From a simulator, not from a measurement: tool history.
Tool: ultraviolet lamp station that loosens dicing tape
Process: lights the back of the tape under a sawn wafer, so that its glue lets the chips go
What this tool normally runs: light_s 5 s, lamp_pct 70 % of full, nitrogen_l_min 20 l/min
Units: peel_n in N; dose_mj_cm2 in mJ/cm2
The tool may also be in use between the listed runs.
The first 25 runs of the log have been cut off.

| run | day | light_s | lamp_pct | nitrogen_l_min | hours of work of the lamp | hours of work since the window was cleaned | peel_n | dose_mj_cm2 |
|---|---|---|---|---|---|---|---|---|
| 26 | 68.867 | 9 | 85 | 20 | 863 | 574 | 0.108 | 356 |
| 27 | 71.504 | 9 | 85 | 20 | 891 | 603 | 0.106 | 348 |
| 28 | 74.079 | 3 | 84 | 20 | 918 | 630 | 1.607 | 111 |
| 29 | 76.329 | 5 | 86 | 21 | 942 | 654 | 0.507 | 192 |
|  | 76.588 | window cleaned of glue's vapour |
| 30 | 78.175 | 7 | 63 | 9 | 962 | 17 | 0.756 | 209 |
| 31 | 80.383 | 7 | 63 | 9 | 985 | 41 | 0.774 | 214 |
| 32 | 82.183 | 7 | 63 | 9 | 1005 | 60 | 0.815 | 212 |
| 33 | 86.225 | 7 | 70 | 6 | 1048 | 103 | 0.873 | 231 |
| 34 | 87.988 | 7 | 70 | 6 | 1067 | 122 | 0.924 | 223 |
| 35 | 89.708 | 5 | 62 | 11 | 1085 | 140 | 1.535 | 146 |
| 36 | 92.821 | 5 | 62 | 11 | 1118 | 173 | 1.559 | 138 |
| 37 | 96.017 | 9 | 70 | 20 | 1152 | 208 | 0.181 | 286 |
| 38 | 99.212 | 9 | 70 | 13 | 1187 | 242 | 0.268 | 282 |
| 39 | 103.229 | 5 | 61 | 37 | 1229 | 285 | 0.897 | 133 |
| 40 | 106.325 | 5 | 61 | 37 | 1263 | 318 | 0.963 | 132 |
| 41 | 109.462 | 5 | 92 | 37 | 1296 | 351 | 0.338 | 191 |

3 ways to go on from here, each from the tool as it stands after run 41. What would each give?
| A | 112.896 | 5 | 96 | 20 | 1333 | 388 | ? | ? |
| B | 112.896 | 5 | 78 | 13 | 1333 | 388 | ? | ? |
| C | 112.896 | 5 | 92 | 8 | 1333 | 388 | ? | ? |

| run | peel_n | dose_mj_cm2 |
|---|---|---|
| A | 0.496 | 196 |
| B | 1.064 | 166 |
| C | 1.078 | 196 |
Take away the tool's hidden state, keep each run's random variation, and the runs would have read:
| run | peel_n | dose_mj_cm2 |
|---|---|---|
| A | 0.181 | 286 |
| B | 0.431 | 240 |
| C | 0.439 | 284 |
